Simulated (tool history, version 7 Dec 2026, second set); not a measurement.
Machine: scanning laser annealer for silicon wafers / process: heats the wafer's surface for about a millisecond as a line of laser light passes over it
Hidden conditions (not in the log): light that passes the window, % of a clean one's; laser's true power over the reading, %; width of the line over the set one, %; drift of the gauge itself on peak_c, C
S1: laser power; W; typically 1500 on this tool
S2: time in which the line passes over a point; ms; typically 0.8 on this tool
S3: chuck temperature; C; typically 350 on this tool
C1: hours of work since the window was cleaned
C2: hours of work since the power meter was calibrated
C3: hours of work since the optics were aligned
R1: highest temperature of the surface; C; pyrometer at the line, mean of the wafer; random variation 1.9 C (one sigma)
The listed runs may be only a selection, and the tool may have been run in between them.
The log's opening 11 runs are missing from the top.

run 12 hour=219.3 | S1=1500 S2=0.8 S3=336 | C1=401 C2=503 C3=1141 | R1=1042
run 13 hour=231.6 | S1=1500 S2=0.809 S3=350 | C1=408 C2=509 C3=1147 | R1=1062
run 14 hour=247 | S1=1500 S2=0.616 S3=350 | C1=416 C2=517 C3=1155 | R1=979
run 15 hour=263.9 | S1=1500 S2=0.616 S3=350 | C1=425 C2=526 C3=1164 | R1=984
run 16 hour=279.5 | S1=1500 S2=0.616 S3=376 | C1=433 C2=535 C3=1172 | R1=1005
run 17 hour=299.1 | S1=1500 S2=0.616 S3=376 | C1=444 C2=545 C3=1183 | R1=1006
run 18 hour=324.7 | S1=1500 S2=0.616 S3=376 | C1=457 C2=558 C3=1196 | R1=1010
run 19 hour=348 | S1=1387 S2=0.654 S3=338 | C1=470 C2=571 C3=1209 | R1=930
run 20 hour=375.1 | S1=1500 S2=0.668 S3=350 | C1=484 C2=585 C3=1223 | R1=1001
run 21 hour=395.1 | S1=1500 S2=0.668 S3=350 | C1=495 C2=596 C3=1234 | R1=1001
run 22 hour=419.6 | S1=1500 S2=0.668 S3=350 | C1=508 C2=609 C3=1247 | R1=998
-- hour=440.3 window over the wafer cleaned
run 23 hour=444.4 | S1=1500 S2=0.944 S3=317 | C1=2 C2=621 C3=1259 | R1=1101
run 24 hour=471.4 | S1=1500 S2=0.944 S3=317 | C1=16 C2=635 C3=1273 | R1=1099
run 25 hour=490.6 | S1=1500 S2=0.845 S3=315 | C1=27 C2=645 C3=1283 | R1=1058
run 26 hour=512.6 | S1=1331 S2=0.608 S3=350 | C1=38 C2=657 C3=1295 | R1=918
run 27 hour=537 | S1=1331 S2=0.608 S3=350 | C1=51 C2=670 C3=1308 | R1=916
run 28 hour=558.4 | S1=1300 S2=0.745 S3=321 | C1=63 C2=681 C3=1319 | R1=924
run 29 hour=570.3 | S1=1300 S2=0.667 S3=364 | C1=69 C2=688 C3=1326 | R1=939
run 30 hour=585.8 | S1=1481 S2=0.638 S3=350 | C1=77 C2=696 C3=1334 | R1=999

Consider 3 possible next runs. They are alternatives, not a sequence: every one starts from the tool as it was left by run 30. What does each give?
run A hour=613.2 | S1=1332 S2=0.8 S3=350 | C1=92 C2=710 C3=1348 | R1=?
run B hour=613.2 | S1=1500 S2=0.8 S3=365 | C1=92 C2=710 C3=1348 | R1=?
run C hour=613.2 | S1=1500 S2=0.808 S3=350 | C1=92 C2=710 C3=1348 | R1=?

run=A R1=984
run=B R1=1091
run=C R1=1078
What these runs would have given with no unlogged condition in the tool:
run=A R1=1003
run=B R1=1113
run=C R1=1099

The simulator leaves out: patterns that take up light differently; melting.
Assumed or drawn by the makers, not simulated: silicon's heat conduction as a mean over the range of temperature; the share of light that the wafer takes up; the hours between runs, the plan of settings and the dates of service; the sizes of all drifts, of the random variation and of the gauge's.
